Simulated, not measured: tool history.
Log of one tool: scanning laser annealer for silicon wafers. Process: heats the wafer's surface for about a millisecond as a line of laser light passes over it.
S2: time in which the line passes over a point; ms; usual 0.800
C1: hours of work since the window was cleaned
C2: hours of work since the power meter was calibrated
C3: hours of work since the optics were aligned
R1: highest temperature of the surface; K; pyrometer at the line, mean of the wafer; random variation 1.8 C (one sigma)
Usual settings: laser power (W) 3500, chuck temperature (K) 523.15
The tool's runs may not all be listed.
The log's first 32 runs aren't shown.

{"run": 33, "hour": 802.0, "laser power (W)": 3285, "S2": 0.851, "chuck temperature (K)": 520.15, "C1": 540, "C2": 1127, "C3": 1157, "R1": 1239.15}
{"run": 34, "hour": 830.2, "laser power (W)": 3285, "S2": 0.851, "chuck temperature (K)": 486.15, "C1": 558, "C2": 1145, "C3": 1175, "R1": 1205.15}
{"run": 35, "hour": 855.9, "laser power (W)": 3305, "S2": 0.742, "chuck temperature (K)": 558.15, "C1": 574, "C2": 1161, "C3": 1191, "R1": 1238.15}
{"run": 36, "hour": 884.5, "laser power (W)": 3305, "S2": 0.742, "chuck temperature (K)": 558.15, "C1": 592, "C2": 1179, "C3": 1209, "R1": 1235.15}
{"run": 37, "hour": 899.9, "laser power (W)": 3019, "S2": 0.738, "chuck temperature (K)": 523.15, "C1": 602, "C2": 1189, "C3": 1219, "R1": 1129.15}
{"run": 38, "hour": 916.5, "laser power (W)": 3722, "S2": 0.582, "chuck temperature (K)": 488.15, "C1": 612, "C2": 1199, "C3": 1229, "R1": 1180.15}
{"run": 39, "hour": 944.6, "laser power (W)": 3722, "S2": 0.582, "chuck temperature (K)": 488.15, "C1": 630, "C2": 1217, "C3": 1247, "R1": 1181.15}
{"run": 40, "hour": 965.7, "laser power (W)": 3081, "S2": 0.582, "chuck temperature (K)": 557.15, "C1": 643, "C2": 1230, "C3": 1260, "R1": 1110.15}
{"run": 41, "hour": 996.7, "laser power (W)": 3446, "S2": 0.582, "chuck temperature (K)": 557.15, "C1": 663, "C2": 1250, "C3": 1280, "R1": 1192.15}

3 ways to go on from here, each from the tool as it stands after run 41. What would each give?
{"run": "A", "hour": 1016.3, "laser power (W)": 3598, "S2": 0.717, "chuck temperature (K)": 557.15, "C1": 675, "C2": 1262, "C3": 1292, "R1": "?"}
{"run": "B", "hour": 1016.3, "laser power (W)": 3643, "S2": 0.742, "chuck temperature (K)": 493.15, "C1": 675, "C2": 1262, "C3": 1292, "R1": "?"}
{"run": "C", "hour": 1016.3, "laser power (W)": 3832, "S2": 0.582, "chuck temperature (K)": 557.15, "C1": 675, "C2": 1262, "C3": 1292, "R1": "?"}

run=A R1=1289.15
run=B R1=1252.15
run=C R1=1270.15
Without the tool's hidden state the same runs would have given:
run=A R1=1339.15
run=B R1=1303.15
run=C R1=1319.15
